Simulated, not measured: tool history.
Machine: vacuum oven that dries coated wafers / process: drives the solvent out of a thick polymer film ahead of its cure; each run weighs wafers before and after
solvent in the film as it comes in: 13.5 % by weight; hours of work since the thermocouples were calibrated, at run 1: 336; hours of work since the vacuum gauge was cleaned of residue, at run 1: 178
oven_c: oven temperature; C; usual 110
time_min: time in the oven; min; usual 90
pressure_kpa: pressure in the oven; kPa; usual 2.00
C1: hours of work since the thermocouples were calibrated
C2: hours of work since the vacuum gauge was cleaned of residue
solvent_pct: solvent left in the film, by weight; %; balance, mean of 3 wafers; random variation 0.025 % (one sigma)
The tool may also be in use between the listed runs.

{"run": 1, "hour": 0.0, "oven_c": 110, "time_min": 90, "pressure_kpa": 2.0, "C1": 336, "C2": 178, "solvent_pct": 2.63}
{"run": 2, "hour": 55.5, "oven_c": 110, "time_min": 90, "pressure_kpa": 2.0, "C1": 375, "C2": 218, "solvent_pct": 2.66}
{"run": 3, "hour": 104.7, "oven_c": 110, "time_min": 90, "pressure_kpa": 2.0, "C1": 411, "C2": 253, "solvent_pct": 2.66}
{"run": 4, "hour": 161.2, "oven_c": 110, "time_min": 90, "pressure_kpa": 2.0, "C1": 451, "C2": 294, "solvent_pct": 2.67}
{"run": 5, "hour": 206.1, "oven_c": 110, "time_min": 90, "pressure_kpa": 2.0, "C1": 484, "C2": 326, "solvent_pct": 2.62}
{"run": 6, "hour": 270.0, "oven_c": 110, "time_min": 152, "pressure_kpa": 2.0, "C1": 529, "C2": 372, "solvent_pct": 2.02}
{"run": 7, "hour": 344.4, "oven_c": 110, "time_min": 152, "pressure_kpa": 2.0, "C1": 583, "C2": 426, "solvent_pct": 2.04}
{"run": 8, "hour": 384.8, "oven_c": 110, "time_min": 90, "pressure_kpa": 1.24, "C1": 612, "C2": 455, "solvent_pct": 2.1}
{"hour": 401.9, "done": "oven's thermocouples calibrated"}
{"run": 9, "hour": 446.3, "oven_c": 110, "time_min": 90, "pressure_kpa": 1.24, "C1": 32, "C2": 497, "solvent_pct": 2.23}
{"run": 10, "hour": 520.3, "oven_c": 110, "time_min": 90, "pressure_kpa": 1.24, "C1": 85, "C2": 550, "solvent_pct": 2.3}
{"run": 11, "hour": 584.3, "oven_c": 110, "time_min": 90, "pressure_kpa": 1.24, "C1": 131, "C2": 596, "solvent_pct": 2.32}
{"run": 12, "hour": 645.5, "oven_c": 110, "time_min": 90, "pressure_kpa": 1.24, "C1": 175, "C2": 640, "solvent_pct": 2.31}
{"run": 13, "hour": 719.9, "oven_c": 110, "time_min": 90, "pressure_kpa": 5.17, "C1": 228, "C2": 694, "solvent_pct": 5.42}
{"run": 14, "hour": 757.3, "oven_c": 110, "time_min": 90, "pressure_kpa": 5.17, "C1": 255, "C2": 721, "solvent_pct": 5.41}
{"run": 15, "hour": 816.5, "oven_c": 110, "time_min": 90, "pressure_kpa": 2.0, "C1": 298, "C2": 763, "solvent_pct": 2.92}
{"run": 16, "hour": 874.9, "oven_c": 111, "time_min": 90, "pressure_kpa": 2.0, "C1": 340, "C2": 805, "solvent_pct": 2.75}
{"run": 17, "hour": 928.1, "oven_c": 111, "time_min": 90, "pressure_kpa": 2.0, "C1": 378, "C2": 843, "solvent_pct": 2.8}
{"run": 18, "hour": 973.5, "oven_c": 118, "time_min": 90, "pressure_kpa": 2.0, "C1": 410, "C2": 876, "solvent_pct": 1.84}
{"run": 19, "hour": 1006.3, "oven_c": 103, "time_min": 140, "pressure_kpa": 2.0, "C1": 434, "C2": 899, "solvent_pct": 3.35}
{"run": 20, "hour": 1036.9, "oven_c": 118, "time_min": 143, "pressure_kpa": 2.89, "C1": 456, "C2": 921, "solvent_pct": 2.19}
{"run": 21, "hour": 1099.6, "oven_c": 110, "time_min": 65, "pressure_kpa": 1.41, "C1": 501, "C2": 966, "solvent_pct": 3.38}
{"run": 22, "hour": 1174.5, "oven_c": 110, "time_min": 65, "pressure_kpa": 1.41, "C1": 555, "C2": 1020, "solvent_pct": 3.42}
{"run": 23, "hour": 1248.7, "oven_c": 95, "time_min": 93, "pressure_kpa": 2.01, "C1": 608, "C2": 1073, "solvent_pct": 6.38}
{"hour": 1268.9, "done": "oven's thermocouples calibrated"}
{"run": 24, "hour": 1316.1, "oven_c": 123, "time_min": 93, "pressure_kpa": 1.85, "C1": 34, "C2": 1121, "solvent_pct": 1.42}
{"run": 25, "hour": 1391.4, "oven_c": 123, "time_min": 93, "pressure_kpa": 1.85, "C1": 88, "C2": 1175, "solvent_pct": 1.46}
{"run": 26, "hour": 1465.1, "oven_c": 110, "time_min": 90, "pressure_kpa": 1.02, "C1": 141, "C2": 1228, "solvent_pct": 2.35}
{"run": 27, "hour": 1509.0, "oven_c": 110, "time_min": 90, "pressure_kpa": 1.02, "C1": 172, "C2": 1259, "solvent_pct": 2.37}
{"run": 28, "hour": 1563.7, "oven_c": 110, "time_min": 90, "pressure_kpa": 1.02, "C1": 212, "C2": 1298, "solvent_pct": 2.35}
{"run": 29, "hour": 1623.3, "oven_c": 110, "time_min": 90, "pressure_kpa": 1.02, "C1": 254, "C2": 1341, "solvent_pct": 2.34}
{"run": 30, "hour": 1680.3, "oven_c": 105, "time_min": 85, "pressure_kpa": 2.0, "C1": 295, "C2": 1382, "solvent_pct": 4.28}
{"run": 31, "hour": 1750.8, "oven_c": 105, "time_min": 85, "pressure_kpa": 2.0, "C1": 346, "C2": 1433, "solvent_pct": 4.27}
{"hour": 1764.0, "done": "vacuum gauge cleaned of residue and calibrated"}
{"run": 32, "hour": 1797.5, "oven_c": 110, "time_min": 159, "pressure_kpa": 7.84, "C1": 378, "C2": 24, "solvent_pct": 6.7}

Alternative continuations, all from the tool just after run 32; predict every row:
{"run": "A", "hour": 1861.4, "oven_c": 110, "time_min": 54, "pressure_kpa": 1.98, "C1": 424, "C2": 70, "solvent_pct": "?"}
{"run": "B", "hour": 1861.4, "oven_c": 102, "time_min": 159, "pressure_kpa": 1.35, "C1": 424, "C2": 70, "solvent_pct": "?"}
{"run": "C", "hour": 1861.4, "oven_c": 116, "time_min": 159, "pressure_kpa": 4.54, "C1": 424, "C2": 70, "solvent_pct": "?"}
{"run": "D", "hour": 1861.4, "oven_c": 110, "time_min": 50, "pressure_kpa": 2.0, "C1": 424, "C2": 70, "solvent_pct": "?"}
{"run": "E", "hour": 1861.4, "oven_c": 111, "time_min": 109, "pressure_kpa": 5.49, "C1": 424, "C2": 70, "solvent_pct": "?"}

run=A solvent_pct=3.93
run=B solvent_pct=2.18
run=C solvent_pct=3.14
run=D solvent_pct=4.25
run=E solvent_pct=4.86
With the hidden condition removed and each run's random variation left untouched, the same runs would have given:
run=A solvent_pct=4.06
run=B solvent_pct=2.25
run=C solvent_pct=3.20
run=D solvent_pct=4.38
run=E solvent_pct=4.97
